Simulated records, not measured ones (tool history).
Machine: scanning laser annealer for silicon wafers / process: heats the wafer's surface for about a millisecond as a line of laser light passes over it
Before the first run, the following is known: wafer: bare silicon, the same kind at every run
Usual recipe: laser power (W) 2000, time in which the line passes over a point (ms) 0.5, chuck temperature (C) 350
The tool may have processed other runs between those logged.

run,hour,laser power (W),time in which the line passes over a point (ms),chuck temperature (C),highest temperature of the surface (C)
1,0,2000,0.5,350,1135
2,37.4,2195,0.5,350,1231
3,103.2,2195,0.5,350,1226
4,195.2,2195,0.5,350,1223
5,280.3,2000,0.5,378,1144
6,345.8,2000,0.5,378,1145
7,394.2,2000,0.5,331,1093
8,460.3,2000,0.5,331,1089
9,518.5,2000,0.5,350,1106
10,564.5,2000,0.5,318,1068
11,607.8,2000,0.5,318,1071
12,651.3,2000,0.5,318,1068
13,716,2000,0.5,318,1066
14,787.4,2000,0.495,318,1056
15,872.2,2000,0.5,350,1087
16,930.3,2000,0.577,350,1143
# hour 988.7: window over the wafer cleaned
17,1010.9,2000,0.577,350,1193
18,1068,2000,0.5,350,1130
19,1106.2,2000,0.5,350,1129
20,1159.2,2000,0.5,350,1128
21,1228,1983,0.516,349,1124
22,1265.4,2052,0.409,368,1086
23,1357.2,2052,0.409,368,1078

Forecast run 24:
24,1427.9,2000,0.62,374,?

highest temperature of the surface (C): 1232
Were there no unlogged condition in the tool, this run, its random variation unchanged, would have produced highest temperature of the surface (C) 1281.
